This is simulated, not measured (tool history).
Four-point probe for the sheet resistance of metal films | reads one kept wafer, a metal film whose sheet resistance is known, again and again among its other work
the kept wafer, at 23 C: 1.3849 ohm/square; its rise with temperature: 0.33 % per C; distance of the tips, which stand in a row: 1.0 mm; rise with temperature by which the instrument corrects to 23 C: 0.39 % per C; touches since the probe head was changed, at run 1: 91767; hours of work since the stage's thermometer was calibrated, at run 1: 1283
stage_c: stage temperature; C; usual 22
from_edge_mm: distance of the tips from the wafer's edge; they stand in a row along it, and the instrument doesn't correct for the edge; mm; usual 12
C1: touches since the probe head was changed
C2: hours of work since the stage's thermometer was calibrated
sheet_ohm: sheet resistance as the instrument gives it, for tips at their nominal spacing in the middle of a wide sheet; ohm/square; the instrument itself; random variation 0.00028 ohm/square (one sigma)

{"run": 1, "hour": 0.0, "stage_c": 22, "from_edge_mm": 12, "C1": 91767, "C2": 1283, "sheet_ohm": 1.404289}
{"run": 2, "hour": 28.2, "stage_c": 22, "from_edge_mm": 12, "C1": 93628, "C2": 1304, "sheet_ohm": 1.403949}
{"run": 3, "hour": 59.3, "stage_c": 22, "from_edge_mm": 57, "C1": 95683, "C2": 1327, "sheet_ohm": 1.399516}
{"run": 4, "hour": 83.8, "stage_c": 22, "from_edge_mm": 57, "C1": 97305, "C2": 1345, "sheet_ohm": 1.399667}
{"run": 5, "hour": 117.6, "stage_c": 22, "from_edge_mm": 57, "C1": 99537, "C2": 1369, "sheet_ohm": 1.400099}
{"run": 6, "hour": 150.1, "stage_c": 22, "from_edge_mm": 57, "C1": 101684, "C2": 1393, "sheet_ohm": 1.400287}
{"run": 7, "hour": 177.4, "stage_c": 19, "from_edge_mm": 23, "C1": 103483, "C2": 1413, "sheet_ohm": 1.403954}
{"hour": 182.5, "done": "stage's thermometer calibrated"}
{"run": 8, "hour": 203.6, "stage_c": 29, "from_edge_mm": 6, "C1": 105186, "C2": 16, "sheet_ohm": 1.415329}

Run 9 comes next. What will it give?
{"run": 9, "hour": 248.2, "stage_c": 25, "from_edge_mm": 6, "C1": 108128, "C2": 48, "sheet_ohm": "?"}

{"run 9": {"sheet_ohm": 1.419197}}
Without the tool's hidden state the same run would have given sheet_ohm 1.403751 ohm/square.
